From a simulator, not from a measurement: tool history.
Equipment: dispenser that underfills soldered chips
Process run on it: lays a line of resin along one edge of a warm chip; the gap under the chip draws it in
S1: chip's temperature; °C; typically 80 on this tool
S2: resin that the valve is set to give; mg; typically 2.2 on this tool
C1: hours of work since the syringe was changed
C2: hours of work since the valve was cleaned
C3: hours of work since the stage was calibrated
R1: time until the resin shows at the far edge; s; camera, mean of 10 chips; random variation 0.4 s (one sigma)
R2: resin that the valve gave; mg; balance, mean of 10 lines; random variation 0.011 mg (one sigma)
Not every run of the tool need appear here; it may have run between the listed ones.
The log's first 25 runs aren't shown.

At day 11.408: new syringe of resin.
Run 26, day 11.729: usual settings but S1 72 °C, S2 2.36 mg; C1 6; C2 11; C3 617. Result: R1 47.2 s, R2 2.33 mg.
At day 11.8: new syringe of resin.
Run 27, day 12.054: usual settings but S1 73 °C, S2 2.08 mg; C1 5; C2 17; C3 623. Result: R1 44.8 s, R2 2.04 mg.
At day 12.179: new syringe of resin.
Run 28, day 12.442: usual settings but S1 72 °C, S2 2.28 mg; C1 5; C2 24; C3 630. Result: R1 45.9 s, R2 2.23 mg.
At day 12.592: new syringe of resin.
Run 29, day 12.833: usual settings but S1 76 °C, S2 2.79 mg; C1 5; C2 32; C3 637. Result: R1 38.4 s, R2 2.73 mg.
At day 12.983: new syringe of resin.
Run 30, day 13.146: usual settings but S1 76 °C, S2 2.79 mg; C1 3; C2 37; C3 643. Result: R1 37.1 s, R2 2.72 mg.
At day 13.388: new syringe of resin.
Run 31, day 13.567: usual settings but S1 78 °C, S2 2.66 mg; C1 3; C2 45; C3 651. Result: R1 34.4 s, R2 2.57 mg.
At day 13.754: new syringe of resin.
At day 14.142: new syringe of resin.
Run 32, day 14.225: usual settings but S1 86 °C, S2 2.23 mg; C1 2; C2 57; C3 663. Result: R1 26.4 s, R2 2.14 mg.
At day 14.521: new syringe of resin.
Run 33, day 14.588: usual settings but S1 90 °C, S2 1.9 mg; C1 1; C2 64; C3 670. Result: R1 23.5 s, R2 1.8 mg.

Here are 3 independent what-if runs from the current tool condition. What would each one return?
At day 14.888: new syringe of resin.
Run A, day 14.967: usual settings but S2 2.54 mg; C1 2; C2 71; C3 677. Result: R1 ?, R2 ?.
At day 14.888: new syringe of resin.
Run B, day 14.967: usual settings but S1 92 °C, S2 2.87 mg; C1 2; C2 71; C3 677. Result: R1 ?, R2 ?.
At day 14.888: new syringe of resin.
Run C, day 14.967: usual settings but S1 89 °C, S2 2.16 mg; C1 2; C2 71; C3 677. Result: R1 ?, R2 ?.

run    R1    R2
  A  30.8  2.42
  B  20.4  2.72
  C  23.2  2.04
Stripped of hidden state, with their random variation kept, the same runs would have yielded:
run    R1    R2
  A  25.6  2.55
  B  17.2  2.87
  C  19.3  2.15
